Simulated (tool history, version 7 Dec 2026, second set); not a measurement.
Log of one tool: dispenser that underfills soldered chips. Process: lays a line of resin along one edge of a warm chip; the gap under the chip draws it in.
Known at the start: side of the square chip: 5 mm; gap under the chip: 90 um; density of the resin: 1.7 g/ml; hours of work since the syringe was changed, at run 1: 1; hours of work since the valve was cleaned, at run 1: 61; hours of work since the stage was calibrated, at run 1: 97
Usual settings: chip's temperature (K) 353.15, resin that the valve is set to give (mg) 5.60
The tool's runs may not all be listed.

| run | hour | chip's temperature (K) | resin that the valve is set to give (mg) | hours of work since the syringe was changed | hours of work since the valve was cleaned | hours of work since the stage was calibrated | time until the resin shows at the far edge (s) | resin that the valve gave (mg) |
|---|---|---|---|---|---|---|---|---|
| 1 | 0.0 | 353.15 | 5.60 | 1 | 61 | 97 | 14.8 | 5.29 |
| 2 | 2.3 | 353.15 | 5.60 | 3 | 63 | 98 | 17.6 | 5.28 |
| 3 | 7.8 | 353.15 | 5.60 | 6 | 67 | 102 | 24.4 | 5.30 |
| 4 | 10.4 | 353.15 | 5.60 | 8 | 69 | 104 | 28.1 | 5.30 |
| 5 | 12.6 | 353.15 | 5.60 | 10 | 70 | 106 | 33.5 | 5.23 |
|  | 13.7 | new syringe of resin |
| 6 | 15.2 | 353.15 | 5.55 | 1 | 72 | 107 | 14.6 | 5.22 |
| 7 | 18.5 | 353.15 | 5.60 | 3 | 74 | 110 | 19.4 | 5.28 |
| 8 | 21.4 | 353.15 | 5.60 | 5 | 76 | 112 | 22.1 | 5.25 |
| 9 | 26.1 | 354.15 | 5.69 | 9 | 79 | 115 | 28.9 | 5.32 |
|  | 28.5 | new syringe of resin |
| 10 | 29.0 | 354.15 | 5.69 | 0 | 81 | 117 | 13.7 | 5.33 |
| 11 | 33.3 | 354.15 | 5.69 | 3 | 84 | 120 | 17.3 | 5.34 |
| 12 | 36.7 | 349.15 | 5.15 | 6 | 87 | 122 | 27.3 | 4.77 |
| 13 | 39.7 | 348.15 | 5.45 | 8 | 89 | 124 | 35.7 | 5.08 |
| 14 | 42.9 | 348.15 | 5.45 | 10 | 91 | 126 | 42.4 | 5.02 |
|  | 43.5 | new syringe of resin |
| 15 | 45.7 | 356.15 | 5.60 | 2 | 93 | 128 | 13.1 | 5.16 |

Forecast each of these 3 alternatives for the next run:
| A | 49.5 | 363.15 | 5.60 | 4 | 95 | 131 | ? | ? |
| B | 49.5 | 344.15 | 6.59 | 4 | 95 | 131 | ? | ? |
| C | 49.5 | 349.15 | 6.52 | 4 | 95 | 131 | ? | ? |

| run | time until the resin shows at the far edge (s) | resin that the valve gave (mg) |
|---|---|---|
| A | 13.1 | 5.14 |
| B | 27.9 | 6.07 |
| C | 22.7 | 6.02 |
Without the tool's hidden state the same runs would have given:
| run | time until the resin shows at the far edge (s) | resin that the valve gave (mg) |
|---|---|---|
| A | 9.4 | 5.58 |
| B | 20.0 | 6.59 |
| C | 16.4 | 6.54 |

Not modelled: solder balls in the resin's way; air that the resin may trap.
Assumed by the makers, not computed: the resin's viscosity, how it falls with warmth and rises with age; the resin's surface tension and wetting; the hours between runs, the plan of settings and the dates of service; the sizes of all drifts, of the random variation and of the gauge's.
